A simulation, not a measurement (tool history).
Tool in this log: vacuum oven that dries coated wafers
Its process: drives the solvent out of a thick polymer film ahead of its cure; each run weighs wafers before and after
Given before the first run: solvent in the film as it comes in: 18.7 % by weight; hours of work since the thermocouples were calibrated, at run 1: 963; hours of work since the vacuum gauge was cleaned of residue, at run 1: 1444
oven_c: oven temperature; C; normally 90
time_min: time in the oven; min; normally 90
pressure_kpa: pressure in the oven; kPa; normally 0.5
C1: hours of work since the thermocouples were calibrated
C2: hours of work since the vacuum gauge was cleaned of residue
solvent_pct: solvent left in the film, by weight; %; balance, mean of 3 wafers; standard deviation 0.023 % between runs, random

run 1 hour=0 | oven_c=90 time_min=90 pressure_kpa=0.5 | C1=963 C2=1444 | solvent_pct=1.84
run 2 hour=77.5 | oven_c=90 time_min=90 pressure_kpa=0.362 | C1=1016 C2=1497 | solvent_pct=1.8
run 3 hour=144 | oven_c=90 time_min=90 pressure_kpa=0.362 | C1=1061 C2=1542 | solvent_pct=1.8
run 4 hour=206.3 | oven_c=90 time_min=90 pressure_kpa=0.362 | C1=1104 C2=1585 | solvent_pct=1.79
run 5 hour=277.2 | oven_c=90 time_min=90 pressure_kpa=0.362 | C1=1152 C2=1633 | solvent_pct=1.78
-- hour=344.5 oven's thermocouples calibrated
run 6 hour=344.5 | oven_c=90 time_min=90 pressure_kpa=0.362 | C1=0 C2=1678 | solvent_pct=1.81
run 7 hour=402.5 | oven_c=90 time_min=90 pressure_kpa=0.362 | C1=40 C2=1717 | solvent_pct=1.8
run 8 hour=440 | oven_c=90 time_min=90 pressure_kpa=0.5 | C1=65 C2=1743 | solvent_pct=1.83
run 9 hour=483.4 | oven_c=90 time_min=90 pressure_kpa=1.081 | C1=95 C2=1772 | solvent_pct=1.96
run 10 hour=522.7 | oven_c=90 time_min=90 pressure_kpa=1.081 | C1=121 C2=1799 | solvent_pct=1.99
run 11 hour=561.4 | oven_c=90 time_min=90 pressure_kpa=0.5 | C1=148 C2=1825 | solvent_pct=1.83
run 12 hour=643.1 | oven_c=90 time_min=90 pressure_kpa=0.5 | C1=204 C2=1881 | solvent_pct=1.85
run 13 hour=711.1 | oven_c=90 time_min=90 pressure_kpa=0.5 | C1=250 C2=1927 | solvent_pct=1.84
run 14 hour=760.3 | oven_c=90 time_min=90 pressure_kpa=0.5 | C1=283 C2=1961 | solvent_pct=1.8
run 15 hour=796.4 | oven_c=90 time_min=90 pressure_kpa=0.5 | C1=308 C2=1986 | solvent_pct=1.83
-- hour=811.5 vacuum gauge cleaned of residue and calibrated
run 16 hour=857.8 | oven_c=90 time_min=90 pressure_kpa=0.5 | C1=349 C2=32 | solvent_pct=1.65
run 17 hour=911.2 | oven_c=90 time_min=90 pressure_kpa=0.5 | C1=385 C2=68 | solvent_pct=1.66
run 18 hour=976.9 | oven_c=90 time_min=90 pressure_kpa=0.5 | C1=430 C2=113 | solvent_pct=1.65
run 19 hour=1041.4 | oven_c=90 time_min=90 pressure_kpa=0.333 | C1=474 C2=157 | solvent_pct=1.57
run 20 hour=1114.7 | oven_c=90 time_min=90 pressure_kpa=0.5 | C1=524 C2=207 | solvent_pct=1.65
run 21 hour=1176.9 | oven_c=90 time_min=90 pressure_kpa=0.5 | C1=566 C2=249 | solvent_pct=1.62
run 22 hour=1227.4 | oven_c=90 time_min=90 pressure_kpa=0.5 | C1=601 C2=283 | solvent_pct=1.64
run 23 hour=1303.9 | oven_c=90 time_min=90 pressure_kpa=0.5 | C1=653 C2=336 | solvent_pct=1.59
run 24 hour=1372.7 | oven_c=90 time_min=92 pressure_kpa=0.597 | C1=700 C2=383 | solvent_pct=1.53
run 25 hour=1429.2 | oven_c=90 time_min=90 pressure_kpa=0.493 | C1=738 C2=421 | solvent_pct=1.62
run 26 hour=1494.8 | oven_c=90 time_min=90 pressure_kpa=0.493 | C1=783 C2=466 | solvent_pct=1.6
run 27 hour=1551.6 | oven_c=95 time_min=90 pressure_kpa=1.712 | C1=822 C2=504 | solvent_pct=1.26
run 28 hour=1629.4 | oven_c=95 time_min=90 pressure_kpa=1.051 | C1=875 C2=558 | solvent_pct=1.1
run 29 hour=1675.9 | oven_c=83 time_min=56 pressure_kpa=0.594 | C1=907 C2=589 | solvent_pct=5.32
run 30 hour=1723.6 | oven_c=83 time_min=56 pressure_kpa=0.594 | C1=939 C2=622 | solvent_pct=5.3
run 31 hour=1759 | oven_c=83 time_min=56 pressure_kpa=0.594 | C1=963 C2=646 | solvent_pct=5.27
run 32 hour=1840.5 | oven_c=83 time_min=56 pressure_kpa=0.594 | C1=1019 C2=701 | solvent_pct=5.27
run 33 hour=1914.8 | oven_c=80 time_min=56 pressure_kpa=0.493 | C1=1069 C2=752 | solvent_pct=5.97
run 34 hour=1968.8 | oven_c=96 time_min=91 pressure_kpa=1.07 | C1=1106 C2=789 | solvent_pct=0.99
run 35 hour=2043.1 | oven_c=96 time_min=46 pressure_kpa=0.566 | C1=1157 C2=839 | solvent_pct=3.33
-- hour=2104.1 oven's thermocouples calibrated
run 36 hour=2115.6 | oven_c=96 time_min=46 pressure_kpa=0.566 | C1=8 C2=888 | solvent_pct=3.72
run 37 hour=2169.3 | oven_c=96 time_min=46 pressure_kpa=0.566 | C1=44 C2=924 | solvent_pct=3.72
run 38 hour=2234.3 | oven_c=91 time_min=67 pressure_kpa=0.566 | C1=89 C2=968 | solvent_pct=2.89

What does the tool deliver on the next run?
run 39 hour=2308.4 | oven_c=94 time_min=90 pressure_kpa=1.007 | C1=139 C2=1019 | solvent_pct=?

solvent_pct: 1.38 %
With no hidden state in the tool, this same run would have given solvent_pct 1.3 %.
